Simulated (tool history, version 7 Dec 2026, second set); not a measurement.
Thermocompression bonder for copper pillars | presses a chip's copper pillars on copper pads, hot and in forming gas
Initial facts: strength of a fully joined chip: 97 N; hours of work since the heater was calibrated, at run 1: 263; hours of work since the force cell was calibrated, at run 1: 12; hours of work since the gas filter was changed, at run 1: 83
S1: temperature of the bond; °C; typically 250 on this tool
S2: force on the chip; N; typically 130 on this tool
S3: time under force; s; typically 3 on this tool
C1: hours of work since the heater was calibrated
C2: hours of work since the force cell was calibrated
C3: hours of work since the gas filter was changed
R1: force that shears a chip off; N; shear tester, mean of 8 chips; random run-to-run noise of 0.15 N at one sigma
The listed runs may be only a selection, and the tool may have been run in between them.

run   hour   S1   S2  S3   C1   C2   C3    R1
  1      0  250  130   3  263   12   83  34.6
  2   42.1  250  138   3  292   41  112  35.5
  3   87.9  250  138   3  324   73  143  35.6
  4  118.4  250  138   3  345   94  164    36
  5  172.2  250  183   3  382  130  201  42.1
  6  210.2  250  183   3  408  157  227  42.4
  7  244.4  250  130   3  431  180  251  34.6
  8    299  250  130   3  469  218  288  34.9
  9  359.2  250  130   3  511  259  330  34.7
 10  413.5  250  130   3  548  297  367  34.6
 11    440  250   79   3  566  315  385  25.2
 12  492.3  250   82   3  602  351  421  25.8
     504.1  -- forming gas filter changed
 13  526.1  250   82   3  625  374   15    26
 14  576.5  250  124   3  660  408   50  33.9
 15  613.9  258  168   3  685  434   76  44.4
 16  646.3  250  118   2  708  456   98  27.9
 17  673.8  250  145   5  727  475  117  44.9
 18  713.3  277  145   2  754  502  144  43.3
 19  756.3  250  130   2  783  532  174  29.6
     771.5  -- heater calibrated with a thermocouple chip
 20  808.1  250  130   2   25  566  208  29.6
 21  855.6  250  130   2   58  599  240  29.6
 22  882.9  222  130   4   77  618  259  27.3
 23  937.2  222  130   4  114  655  297  27.3

Across each entry between runs, compare the hidden state at the last listed run before it with the hidden state at the first listed run after it:
Run 12 -> run 13: forming gas filter changed (hour 504.1)
  oxide that the forming gas leaves, % of the face: 0.83 -> 0.51; drift of the gauge itself on shear_n, %: 1.05 -> 1.12
  what was measured, less what the result would be without the hidden state, R1: +0.2 -> +0.4 N
Run 19 -> run 20: heater calibrated with a thermocouple chip (hour 771.5)
  true temperature of the bond over the reading, C: 0.1 -> 0; oxide that the forming gas leaves, % of the face: 0.63 -> 0.66; drift of the gauge itself on shear_n, %: 1.61 -> 1.72
  what was measured, less what the result would be without the hidden state, R1: +0.5 -> +0.5 N
